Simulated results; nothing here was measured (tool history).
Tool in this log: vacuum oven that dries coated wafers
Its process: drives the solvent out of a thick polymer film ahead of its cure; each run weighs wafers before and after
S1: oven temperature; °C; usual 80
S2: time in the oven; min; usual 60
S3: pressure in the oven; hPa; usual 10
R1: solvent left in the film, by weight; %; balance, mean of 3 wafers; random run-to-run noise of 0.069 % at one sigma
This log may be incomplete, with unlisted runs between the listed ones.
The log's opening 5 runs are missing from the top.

| run | hour | S1 | S2 | S3 | R1 |
|---|---|---|---|---|---|
| 6 | 64.1 | 80 | 31 | 10 | 9.41 |
| 7 | 80.6 | 80 | 31 | 10 | 9.21 |
| 8 | 92.3 | 65 | 31 | 10 | 13.52 |
| 9 | 109.2 | 65 | 31 | 10 | 13.31 |
| 10 | 126.6 | 65 | 31 | 11.4 | 13.69 |
| 11 | 137 | 65 | 38 | 11.4 | 12.81 |
| 12 | 146.7 | 80 | 60 | 10 | 5.39 |
| 13 | 158.3 | 80 | 60 | 10 | 5.27 |
| 14 | 175.9 | 80 | 60 | 10 | 5.27 |
| 15 | 189.7 | 80 | 60 | 10 | 5.29 |
| 16 | 202.1 | 80 | 31 | 10 | 9.33 |
| 17 | 221.1 | 80 | 60 | 10 | 5.25 |
| 18 | 236.8 | 80 | 60 | 10 | 5.25 |
| 19 | 256.4 | 80 | 60 | 10 | 5.31 |
| 20 | 271.3 | 80 | 60 | 10 | 5.29 |
| 21 | 290.1 | 79 | 104 | 10 | 2.53 |
| 22 | 302.9 | 79 | 104 | 10 | 2.55 |
| 23 | 312.4 | 80 | 36 | 37.7 | 8.83 |
| 24 | 332.2 | 90 | 61 | 13.5 | 2.48 |
| 25 | 342.2 | 76 | 81 | 31.3 | 5.47 |
| 26 | 356.7 | 90 | 40 | 20.3 | 4.91 |

Forecast run 27:
| 27 | 374.6 | 90 | 40 | 20.3 | ? |

Logged for run 27: R1 4.89 %.
The same run, on a tool lacking any hidden state, would have yielded R1 4.36 %.
